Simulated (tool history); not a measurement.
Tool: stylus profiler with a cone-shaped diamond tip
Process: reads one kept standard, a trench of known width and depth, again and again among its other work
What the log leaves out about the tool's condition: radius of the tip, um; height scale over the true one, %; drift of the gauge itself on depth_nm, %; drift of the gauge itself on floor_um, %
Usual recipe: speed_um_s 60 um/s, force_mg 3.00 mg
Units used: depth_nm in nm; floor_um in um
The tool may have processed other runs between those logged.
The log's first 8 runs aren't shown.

run    hour  speed_um_s  force_mg  scans with this tip  hours of work since the height scale was calibrated  depth_nm  floor_um
  9   623.3          60      2.33                13267                                                 1275    202.94     98.14
 10   764.4          60      1.72                14425                                                 1387    202.42     98.05
 11   905.6          60      1.72                15584                                                 1498    202.19     98.11
 12   996.0          60      2.12                16326                                                 1570    202.56     98.06
 13  1134.1          60      2.12                17459                                                 1679    202.67     98.15
 14  1223.4          60      2.12                18192                                                 1749    202.74     98.08
 15  1307.7          60      2.12                18884                                                 1816    202.69     98.09
 16  1438.6          60      1.13                19958                                                 1919    201.64     98.08
 17  1503.9         172      5.49                20494                                                 1970    205.05     98.00
 18  1614.6         223      3.15                21403                                                 2058    203.61     97.84
     1671.9  -- new tip fitted, height scale calibrated
 19  1694.0          60      1.87                  181                                                   17    202.44     98.15
 20  1837.2          30      2.51                 1357                                                  130    203.00     98.21
 21  1974.9          85      7.00                 2487                                                  239    205.83     98.14
 22  2086.2          85      7.00                 3401                                                  327    205.93     98.17
 23  2232.5         132      1.22                 4601                                                  442    201.89     97.89
 24  2342.6          29      1.22                 5505                                                  529    201.81     98.15
 25  2410.9          31      3.58                 6065                                                  583    203.58     98.19
 26  2487.0          57      5.84                 6690                                                  643    205.15     98.21
 27  2575.0         126      7.58                 7412                                                  713    206.23     98.10
 28  2665.7          60      1.29                 8156                                                  784    201.89     98.01
 29  2748.3         107      3.22                 8834                                                  849    203.44     98.07
 30  2807.7          55      1.41                 9321                                                  896    202.13     98.09
 31  2939.4          32      1.14                10403                                                 1000    201.66     98.15

Here are 4 independent what-if runs from the current tool condition. What would each one return?
  A  3011.1          18      5.32                10991                                                 1057         ?         ?
  B  3011.1          32      1.07                10991                                                 1057         ?         ?
  C  3011.1          84      2.57                10991                                                 1057         ?         ?
  D  3011.1          60      1.34                10991                                                 1057         ?         ?

run  depth_nm  floor_um
  A    204.92     98.25
  B    201.63     98.19
  C    203.09     98.09
  D    201.84     98.04
The same runs, with their run-to-run variation unchanged, on a tool lacking any hidden condition would have given:
run  depth_nm  floor_um
  A    204.91     98.25
  B    201.63     98.20
  C    203.08     98.10
  D    201.83     98.05

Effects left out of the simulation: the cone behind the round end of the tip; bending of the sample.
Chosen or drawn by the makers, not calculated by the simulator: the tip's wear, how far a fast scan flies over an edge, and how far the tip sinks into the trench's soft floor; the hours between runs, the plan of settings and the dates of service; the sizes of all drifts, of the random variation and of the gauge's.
